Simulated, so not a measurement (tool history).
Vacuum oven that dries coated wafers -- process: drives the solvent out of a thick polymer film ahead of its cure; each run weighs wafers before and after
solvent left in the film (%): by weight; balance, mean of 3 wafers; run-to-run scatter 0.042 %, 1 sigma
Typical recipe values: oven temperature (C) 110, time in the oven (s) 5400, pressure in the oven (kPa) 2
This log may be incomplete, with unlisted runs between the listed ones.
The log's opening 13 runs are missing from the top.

run   hour  oven temperature (C)  time in the oven (s)  pressure in the oven (kPa)  solvent left in the film (%)
 14  158.4                   119                  5400                           2                          0.71
 15  174.3                   119                  6240                           2                          0.63
 16    184                   119                  6240                           2                          0.58
 17  193.9                   110                  5400                         5.5                          2.98
 18  205.2                   110                  5400                         5.5                          3.07
 19  214.4                   110                  4860                           2                          2.38
 20  225.7                   110                  4860                           2                          2.42
 21  242.4                   110                  5400                           2                          1.93
 22  255.2                   115                  5400                           2                          1.06
 23  270.5                   115                  5400                           2                          1.14
 24  282.7                   115                  5400                           2                          1.01
     287.2  -- oven's thermocouples calibrated
 25  293.9                   115                  5400                           2                          1.06
 26    304                   117                  5400                           2                          0.86
 27  321.5                   110                  9300                        4.16                          1.62
 28  334.5                   109                  8820                        1.03                          0.62
 29  348.8                   109                  8580                        4.65                          1.91
 30  364.7                   109                  8580                        4.65                          1.87
 31  377.2                   109                  8580                        4.65                          1.94
 32  387.6                   110                  3060                        2.32                          4.97

What will run 33 give?
 33  403.1                    96                  6900                           2                             ?

Run 33 came out at solvent left in the film (%) 5.47.
The same run, on a tool lacking any hidden state, would have yielded solvent left in the film (%) 5.47.
